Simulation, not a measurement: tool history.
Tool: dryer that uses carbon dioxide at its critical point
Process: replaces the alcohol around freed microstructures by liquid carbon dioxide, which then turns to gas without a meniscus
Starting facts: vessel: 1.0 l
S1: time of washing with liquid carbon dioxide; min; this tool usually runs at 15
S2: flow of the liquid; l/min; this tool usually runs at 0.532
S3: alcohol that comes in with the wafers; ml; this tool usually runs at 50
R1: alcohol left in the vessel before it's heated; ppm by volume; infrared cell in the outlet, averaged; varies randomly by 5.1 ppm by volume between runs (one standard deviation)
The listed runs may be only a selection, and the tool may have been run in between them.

{"run": 1, "hour": 0.0, "S1": 15, "S2": 0.532, "S3": 50, "R1": 123}
{"run": 2, "hour": 9.5, "S1": 15, "S2": 0.5, "S3": 50, "R1": 180}
{"run": 3, "hour": 20.2, "S1": 15, "S2": 0.5, "S3": 51, "R1": 187}
{"run": 4, "hour": 28.5, "S1": 15, "S2": 0.532, "S3": 50, "R1": 130}
{"run": 5, "hour": 39.7, "S1": 15, "S2": 0.532, "S3": 50, "R1": 145}
{"run": 6, "hour": 54.5, "S1": 11, "S2": 0.532, "S3": 50, "R1": 591}
{"run": 7, "hour": 62.2, "S1": 15, "S2": 0.823, "S3": 50, "R1": 40}
{"run": 8, "hour": 72.5, "S1": 15, "S2": 0.823, "S3": 50, "R1": 36}
{"run": 9, "hour": 84.7, "S1": 15, "S2": 0.823, "S3": 50, "R1": 34}
{"run": 10, "hour": 96.5, "S1": 15, "S2": 0.532, "S3": 50, "R1": 138}
{"run": 11, "hour": 112.2, "S1": 15, "S2": 0.532, "S3": 50, "R1": 150}
{"run": 12, "hour": 127.2, "S1": 15, "S2": 0.532, "S3": 50, "R1": 153}
{"run": 13, "hour": 141.2, "S1": 15, "S2": 0.872, "S3": 50, "R1": 45}
{"run": 14, "hour": 150.4, "S1": 15, "S2": 0.872, "S3": 50, "R1": 50}
{"run": 15, "hour": 158.5, "S1": 15, "S2": 0.872, "S3": 50, "R1": 48}
{"run": 16, "hour": 171.0, "S1": 15, "S2": 0.872, "S3": 50, "R1": 47}
{"run": 17, "hour": 179.7, "S1": 21, "S2": 0.396, "S3": 49, "R1": 131}
{"run": 18, "hour": 190.1, "S1": 21, "S2": 0.396, "S3": 64, "R1": 160}
{"run": 19, "hour": 206.0, "S1": 20, "S2": 0.477, "S3": 69, "R1": 91}
{"run": 20, "hour": 215.3, "S1": 20, "S2": 0.477, "S3": 69, "R1": 105}
{"run": 21, "hour": 229.7, "S1": 20, "S2": 0.493, "S3": 25, "R1": 68}
{"run": 22, "hour": 242.9, "S1": 20, "S2": 0.692, "S3": 39, "R1": 59}
{"run": 23, "hour": 255.1, "S1": 22, "S2": 0.532, "S3": 23, "R1": 62}
{"run": 24, "hour": 264.9, "S1": 22, "S2": 0.532, "S3": 23, "R1": 60}
{"run": 25, "hour": 276.6, "S1": 15, "S2": 0.519, "S3": 68, "R1": 237}
{"run": 26, "hour": 286.1, "S1": 10, "S2": 0.393, "S3": 22, "R1": 1195}
{"run": 27, "hour": 299.4, "S1": 10, "S2": 0.393, "S3": 22, "R1": 1230}
{"hour": 302.8, "done": "inlet filter changed"}
{"run": 28, "hour": 314.5, "S1": 22, "S2": 0.393, "S3": 22, "R1": 83}

Predict each of these 4 candidate next runs independently; none follows another, all start after run 28:
{"run": "A", "hour": 323.6, "S1": 22, "S2": 0.393, "S3": 26, "R1": "?"}
{"run": "B", "hour": 323.6, "S1": 22, "S2": 0.684, "S3": 22, "R1": "?"}
{"run": "C", "hour": 323.6, "S1": 10, "S2": 0.685, "S3": 50, "R1": "?"}
{"run": "D", "hour": 323.6, "S1": 10, "S2": 0.441, "S3": 22, "R1": "?"}

run=A R1=79
run=B R1=73
run=C R1=257
run=D R1=679
Take away the tool's hidden state, keep each run's random variation, and the runs would have read:
run=A R1=18
run=B R1=16
run=C R1=196
run=D R1=614
